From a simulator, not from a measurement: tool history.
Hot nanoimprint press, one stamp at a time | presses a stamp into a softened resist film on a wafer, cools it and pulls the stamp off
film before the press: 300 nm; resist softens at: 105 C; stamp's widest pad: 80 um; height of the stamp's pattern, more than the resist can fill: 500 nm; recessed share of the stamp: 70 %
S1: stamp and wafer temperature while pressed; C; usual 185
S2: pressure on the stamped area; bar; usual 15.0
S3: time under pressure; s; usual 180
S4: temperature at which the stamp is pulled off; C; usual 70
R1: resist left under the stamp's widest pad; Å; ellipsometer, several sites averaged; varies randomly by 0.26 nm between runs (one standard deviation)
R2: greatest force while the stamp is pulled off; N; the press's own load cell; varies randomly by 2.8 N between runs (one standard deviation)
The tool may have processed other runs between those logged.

| run | hour | S1 | S2 | S3 | S4 | R1 | R2 |
|---|---|---|---|---|---|---|---|
| 1 | 0.0 | 185 | 15.0 | 180 | 70 | 1100 | 211 |
| 2 | 7.3 | 185 | 15.0 | 180 | 70 | 1104 | 208 |
| 3 | 12.0 | 185 | 15.0 | 180 | 70 | 1105 | 215 |
| 4 | 19.5 | 185 | 15.0 | 180 | 70 | 1098 | 206 |
| 5 | 28.7 | 185 | 15.0 | 180 | 70 | 1105 | 212 |
| 6 | 38.2 | 185 | 15.0 | 180 | 70 | 1103 | 201 |
| 7 | 48.4 | 187 | 15.0 | 180 | 70 | 1044 | 212 |
| 8 | 55.1 | 185 | 15.0 | 180 | 70 | 1102 | 210 |
| 9 | 59.7 | 185 | 15.0 | 244 | 70 | 982 | 213 |
| 10 | 66.2 | 185 | 15.0 | 244 | 70 | 977 | 212 |
| 11 | 76.2 | 185 | 15.0 | 244 | 70 | 979 | 207 |
| 12 | 83.1 | 185 | 15.0 | 244 | 70 | 983 | 210 |
| 13 | 92.4 | 185 | 15.0 | 244 | 70 | 984 | 211 |
| 14 | 100.6 | 185 | 15.0 | 180 | 70 | 1101 | 212 |
| 15 | 107.3 | 185 | 9.4 | 180 | 70 | 1400 | 208 |
| 16 | 117.5 | 185 | 11.4 | 180 | 70 | 1270 | 211 |
| 17 | 126.5 | 185 | 16.3 | 277 | 70 | 892 | 204 |
| 18 | 131.4 | 195 | 13.6 | 277 | 70 | 760 | 205 |
| 19 | 136.6 | 185 | 15.0 | 180 | 61 | 1104 | 249 |
| 20 | 145.2 | 185 | 15.0 | 180 | 61 | 1108 | 248 |
| 21 | 152.1 | 185 | 15.0 | 180 | 61 | 1099 | 249 |
| 22 | 158.4 | 185 | 15.0 | 180 | 61 | 1105 | 252 |
| 23 | 168.5 | 185 | 20.5 | 180 | 72 | 935 | 199 |
| 24 | 172.9 | 185 | 19.0 | 180 | 70 | 974 | 214 |

Run 25 has not been measured yet. What should we expect?
| 25 | 182.7 | 191 | 10.9 | 122 | 56 | ? | ? |

Run 25 produced R1 1287 Å, R2 265 N.
With no hidden state in the tool, this same run would have given R1 1287 Å, R2 264 N.
